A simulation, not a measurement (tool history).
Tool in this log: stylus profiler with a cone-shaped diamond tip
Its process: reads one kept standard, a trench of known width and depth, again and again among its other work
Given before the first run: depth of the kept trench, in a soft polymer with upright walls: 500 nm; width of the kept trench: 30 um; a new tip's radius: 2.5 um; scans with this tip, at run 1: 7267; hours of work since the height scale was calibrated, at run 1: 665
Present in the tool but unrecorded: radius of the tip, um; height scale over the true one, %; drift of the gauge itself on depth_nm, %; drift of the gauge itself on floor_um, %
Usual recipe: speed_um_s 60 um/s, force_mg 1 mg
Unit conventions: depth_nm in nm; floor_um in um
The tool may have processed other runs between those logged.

run,day,speed_um_s,force_mg,scans with this tip,hours of work since the height scale was calibrated,depth_nm,floor_um
1,0,60,1,7267,665,503.19,26.66
2,4.367,29,1,8136,744,503.08,26.84
3,8.025,60,1,8863,811,503.38,26.64
4,11.638,60,1,9582,877,503.33,26.68
5,15.875,60,1,10426,954,503.39,26.66
# day 18.467: new tip fitted, height scale calibrated
6,19.479,16,1,202,18,503.05,26.93
7,23.096,16,1,920,84,503.11,26.9
8,26.742,16,1,1646,151,503.26,26.9
9,31.088,21,1,2511,230,503.17,26.85
10,35.471,21,1,3384,310,503.32,26.87
11,37.683,21,1,3824,350,503.26,26.88
12,41.854,174,0.7,4653,426,502.52,25.91
13,46.292,176,0.71,5536,506,502.63,25.93
14,48.204,176,0.71,5917,541,502.58,25.91
15,52.508,109,0.66,6773,620,502.44,26.27
16,56.508,74,0.39,7569,692,501.94,26.39
17,59.025,151,1,8070,738,503.39,26.18
18,61.6,151,0.54,8582,785,502.39,25.95
19,65.371,222,1.14,9332,854,503.59,25.88

Here are 3 independent what-if runs from the current tool condition. What would each one return?
A,69.517,195,0.48,10157,929,?,?
B,69.517,60,0.52,10157,929,?,?
C,69.517,222,0.42,10157,929,?,?

run,depth_nm,floor_um
A,501.87,25.56
B,502.35,26.51
C,502,25.26
With the hidden condition removed and each run's random variation left untouched, the same runs would have given:
run,depth_nm,floor_um
A,501.85,25.6
B,502.32,26.55
C,501.98,25.3

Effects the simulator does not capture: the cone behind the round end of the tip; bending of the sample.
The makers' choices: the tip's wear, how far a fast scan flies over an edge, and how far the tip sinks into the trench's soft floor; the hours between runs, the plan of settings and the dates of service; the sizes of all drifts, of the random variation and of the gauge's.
